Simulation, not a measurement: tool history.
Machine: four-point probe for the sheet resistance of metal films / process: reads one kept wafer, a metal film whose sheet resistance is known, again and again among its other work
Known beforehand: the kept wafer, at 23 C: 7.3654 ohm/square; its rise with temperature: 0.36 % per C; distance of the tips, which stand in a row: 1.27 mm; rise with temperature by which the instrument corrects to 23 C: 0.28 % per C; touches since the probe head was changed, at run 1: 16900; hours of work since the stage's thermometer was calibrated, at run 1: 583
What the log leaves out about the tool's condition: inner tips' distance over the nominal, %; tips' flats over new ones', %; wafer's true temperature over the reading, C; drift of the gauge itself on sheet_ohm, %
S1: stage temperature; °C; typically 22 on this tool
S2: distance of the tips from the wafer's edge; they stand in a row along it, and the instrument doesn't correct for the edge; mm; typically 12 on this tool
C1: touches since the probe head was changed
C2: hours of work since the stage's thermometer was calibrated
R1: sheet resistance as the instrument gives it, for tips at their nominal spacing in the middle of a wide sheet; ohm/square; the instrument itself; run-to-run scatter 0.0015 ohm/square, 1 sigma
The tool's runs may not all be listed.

{"run": 1, "hour": 0.0, "S1": 22, "S2": 12, "C1": 16900, "C2": 583, "R1": 7.412421}
{"run": 2, "hour": 63.6, "S1": 22, "S2": 12, "C1": 19287, "C2": 623, "R1": 7.41191}
{"run": 3, "hour": 99.6, "S1": 22, "S2": 74, "C1": 20642, "C2": 645, "R1": 7.367229}
{"run": 4, "hour": 157.7, "S1": 28, "S2": 74, "C1": 22823, "C2": 681, "R1": 7.403806}
{"run": 5, "hour": 205.2, "S1": 25, "S2": 12, "C1": 24604, "C2": 711, "R1": 7.424947}
{"run": 6, "hour": 266.1, "S1": 25, "S2": 12, "C1": 26893, "C2": 749, "R1": 7.425189}
{"hour": 273.0, "done": "stage's thermometer calibrated"}
{"run": 7, "hour": 298.5, "S1": 25, "S2": 12, "C1": 28092, "C2": 16, "R1": 7.41899}
{"run": 8, "hour": 364.7, "S1": 19, "S2": 26, "C1": 30575, "C2": 57, "R1": 7.344988}
{"run": 9, "hour": 400.4, "S1": 23, "S2": 59, "C1": 31916, "C2": 80, "R1": 7.362581}
{"hour": 442.3, "done": "stage's thermometer calibrated, once more"}
{"run": 10, "hour": 455.5, "S1": 22, "S2": 64, "C1": 33967, "C2": 8, "R1": 7.364049}
{"run": 11, "hour": 516.6, "S1": 30, "S2": 18, "C1": 36263, "C2": 46, "R1": 7.425909}
{"run": 12, "hour": 554.7, "S1": 30, "S2": 18, "C1": 37690, "C2": 70, "R1": 7.429834}
{"run": 13, "hour": 610.1, "S1": 24, "S2": 12, "C1": 39771, "C2": 105, "R1": 7.410662}

Subtracting, for every run, the result it would have given without the tool's unlogged condition from the measured result gives the following. The same run-to-run variation enters both numbers; the gauge's scatter may not:
run=1 R1=+0.008910
run=2 R1=+0.007003
run=3 R1=+0.005958
run=4 R1=+0.004406
run=5 R1=+0.002938
run=6 R1=+0.001263
run=7 R1=-0.002113
run=8 R1=-0.004204
run=9 R1=-0.005211
run=10 R1=+0.000925
run=11 R1=-0.000701
run=12 R1=-0.001751
run=13 R1=-0.003211

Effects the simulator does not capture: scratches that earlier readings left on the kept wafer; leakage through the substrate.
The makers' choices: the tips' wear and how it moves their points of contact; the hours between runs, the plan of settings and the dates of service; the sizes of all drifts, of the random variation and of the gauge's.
